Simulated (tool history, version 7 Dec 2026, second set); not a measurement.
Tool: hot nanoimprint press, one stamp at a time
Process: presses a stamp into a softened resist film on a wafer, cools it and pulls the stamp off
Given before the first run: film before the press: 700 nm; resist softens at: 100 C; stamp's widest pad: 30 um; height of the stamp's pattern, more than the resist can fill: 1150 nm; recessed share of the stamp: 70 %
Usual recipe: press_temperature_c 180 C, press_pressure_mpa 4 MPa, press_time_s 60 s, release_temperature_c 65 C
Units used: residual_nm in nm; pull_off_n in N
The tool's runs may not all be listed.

{"run": 1, "day": 0.0, "press_temperature_c": 180, "press_pressure_mpa": 4, "press_time_s": 60, "release_temperature_c": 65, "residual_nm": 309.7, "pull_off_n": 96.7}
{"day": 0.329, "done": "plate thermocouple calibrated"}
{"day": 1.346, "done": "press's hydraulic seals changed and the load cell set to zero"}
{"run": 2, "day": 2.496, "press_temperature_c": 190, "press_pressure_mpa": 4, "press_time_s": 60, "release_temperature_c": 65, "residual_nm": 236.1, "pull_off_n": 102}
{"run": 3, "day": 4.0, "press_temperature_c": 190, "press_pressure_mpa": 4, "press_time_s": 60, "release_temperature_c": 65, "residual_nm": 236, "pull_off_n": 104.7}
{"run": 4, "day": 6.025, "press_temperature_c": 190, "press_pressure_mpa": 4, "press_time_s": 60, "release_temperature_c": 65, "residual_nm": 236.1, "pull_off_n": 105.7}
{"run": 5, "day": 8.383, "press_temperature_c": 190, "press_pressure_mpa": 4, "press_time_s": 60, "release_temperature_c": 65, "residual_nm": 232.5, "pull_off_n": 106.7}
{"day": 10.817, "done": "stamp cleaned and given a new release coat"}
{"run": 6, "day": 11.354, "press_temperature_c": 190, "press_pressure_mpa": 4, "press_time_s": 60, "release_temperature_c": 65, "residual_nm": 234.3, "pull_off_n": 99.6}
{"run": 7, "day": 13.317, "press_temperature_c": 190, "press_pressure_mpa": 3.03, "press_time_s": 60, "release_temperature_c": 65, "residual_nm": 271.5, "pull_off_n": 102}
{"run": 8, "day": 16.342, "press_temperature_c": 180, "press_pressure_mpa": 2.8, "press_time_s": 60, "release_temperature_c": 65, "residual_nm": 372, "pull_off_n": 102.3}
{"run": 9, "day": 18.012, "press_temperature_c": 180, "press_pressure_mpa": 5.6, "press_time_s": 60, "release_temperature_c": 65, "residual_nm": 261.3, "pull_off_n": 106}
{"run": 10, "day": 19.996, "press_temperature_c": 180, "press_pressure_mpa": 5.6, "press_time_s": 60, "release_temperature_c": 65, "residual_nm": 261.5, "pull_off_n": 107}
{"day": 21.338, "done": "stamp cleaned and given a new release coat"}
{"run": 11, "day": 23.217, "press_temperature_c": 180, "press_pressure_mpa": 5.6, "press_time_s": 60, "release_temperature_c": 65, "residual_nm": 258.7, "pull_off_n": 99.6}
{"run": 12, "day": 24.962, "press_temperature_c": 180, "press_pressure_mpa": 4, "press_time_s": 60, "release_temperature_c": 65, "residual_nm": 309.8, "pull_off_n": 101.5}
{"run": 13, "day": 26.708, "press_temperature_c": 180, "press_pressure_mpa": 4, "press_time_s": 60, "release_temperature_c": 65, "residual_nm": 308.3, "pull_off_n": 102.2}
{"run": 14, "day": 29.579, "press_temperature_c": 180, "press_pressure_mpa": 4, "press_time_s": 60, "release_temperature_c": 65, "residual_nm": 307.7, "pull_off_n": 104.1}
{"day": 31.642, "done": "stamp cleaned and given a new release coat"}
{"run": 15, "day": 32.196, "press_temperature_c": 180, "press_pressure_mpa": 5.37, "press_time_s": 60, "release_temperature_c": 65, "residual_nm": 263, "pull_off_n": 99.1}
{"run": 16, "day": 35.233, "press_temperature_c": 178, "press_pressure_mpa": 2.9, "press_time_s": 60, "release_temperature_c": 57, "residual_nm": 379.1, "pull_off_n": 119.5}
{"run": 17, "day": 37.7, "press_temperature_c": 183, "press_pressure_mpa": 3.91, "press_time_s": 118, "release_temperature_c": 54, "residual_nm": 221.3, "pull_off_n": 129.9}
{"day": 39.071, "done": "plate thermocouple calibrated"}
{"run": 18, "day": 40.488, "press_temperature_c": 183, "press_pressure_mpa": 3.91, "press_time_s": 118, "release_temperature_c": 54, "residual_nm": 235.2, "pull_off_n": 137.5}
{"day": 42.254, "done": "stamp cleaned and given a new release coat"}
{"run": 19, "day": 43.621, "press_temperature_c": 170, "press_pressure_mpa": 4.17, "press_time_s": 44, "release_temperature_c": 55, "residual_nm": 458.9, "pull_off_n": 126.9}
{"run": 20, "day": 46.271, "press_temperature_c": 188, "press_pressure_mpa": 6.07, "press_time_s": 54, "release_temperature_c": 54, "residual_nm": 210.2, "pull_off_n": 132.9}
{"run": 21, "day": 47.633, "press_temperature_c": 182, "press_pressure_mpa": 4, "press_time_s": 34, "release_temperature_c": 60, "residual_nm": 367, "pull_off_n": 118.3}
{"run": 22, "day": 49.358, "press_temperature_c": 182, "press_pressure_mpa": 4, "press_time_s": 35, "release_temperature_c": 60, "residual_nm": 363.5, "pull_off_n": 119.4}
{"run": 23, "day": 51.162, "press_temperature_c": 176, "press_pressure_mpa": 3.99, "press_time_s": 76, "release_temperature_c": 52, "residual_nm": 331.9, "pull_off_n": 143}
{"day": 52.692, "done": "stamp cleaned and given a new release coat"}
{"run": 24, "day": 53.775, "press_temperature_c": 182, "press_pressure_mpa": 3.33, "press_time_s": 90, "release_temperature_c": 71, "residual_nm": 285, "pull_off_n": 86.9}
{"run": 25, "day": 55.917, "press_temperature_c": 179, "press_pressure_mpa": 3.99, "press_time_s": 38, "release_temperature_c": 65, "residual_nm": 383.8, "pull_off_n": 102.3}
{"run": 26, "day": 58.288, "press_temperature_c": 171, "press_pressure_mpa": 4, "press_time_s": 112, "release_temperature_c": 65, "residual_nm": 338.5, "pull_off_n": 104.4}
{"run": 27, "day": 61.004, "press_temperature_c": 171, "press_pressure_mpa": 4, "press_time_s": 112, "release_temperature_c": 65, "residual_nm": 338.5, "pull_off_n": 106.2}
{"run": 28, "day": 62.275, "press_temperature_c": 173, "press_pressure_mpa": 4, "press_time_s": 112, "release_temperature_c": 67, "residual_nm": 317.2, "pull_off_n": 101.7}

Here are 5 independent what-if runs from the current tool condition. What would each one return?
{"day": 63.108, "done": "stamp cleaned and given a new release coat"}
{"run": "A", "day": 63.871, "press_temperature_c": 180, "press_pressure_mpa": 4, "press_time_s": 46, "release_temperature_c": 65, "residual_nm": "?", "pull_off_n": "?"}
{"day": 63.108, "done": "stamp cleaned and given a new release coat"}
{"run": "B", "day": 63.871, "press_temperature_c": 180, "press_pressure_mpa": 4.62, "press_time_s": 60, "release_temperature_c": 65, "residual_nm": "?", "pull_off_n": "?"}
{"day": 63.108, "done": "stamp cleaned and given a new release coat"}
{"run": "C", "day": 63.871, "press_temperature_c": 173, "press_pressure_mpa": 6.25, "press_time_s": 112, "release_temperature_c": 67, "residual_nm": "?", "pull_off_n": "?"}
{"day": 63.108, "done": "stamp cleaned and given a new release coat"}
{"run": "D", "day": 63.871, "press_temperature_c": 170, "press_pressure_mpa": 4, "press_time_s": 112, "release_temperature_c": 67, "residual_nm": "?", "pull_off_n": "?"}
{"day": 63.108, "done": "stamp cleaned and given a new release coat"}
{"run": "E", "day": 63.871, "press_temperature_c": 185, "press_pressure_mpa": 3.6, "press_time_s": 60, "release_temperature_c": 61, "residual_nm": "?", "pull_off_n": "?"}

run=A residual_nm=346.5 pull_off_n=99.5
run=B residual_nm=291.6 pull_off_n=97.5
run=C residual_nm=252.9 pull_off_n=92.9
run=D residual_nm=348.2 pull_off_n=94.4
run=E residual_nm=288.5 pull_off_n=108.7
What these runs would have given with no unlogged condition in the tool:
run=A residual_nm=351.3 pull_off_n=102
run=B residual_nm=294.9 pull_off_n=100
run=C residual_nm=254 pull_off_n=95.4
run=D residual_nm=354.8 pull_off_n=97
run=E residual_nm=292.9 pull_off_n=111.1
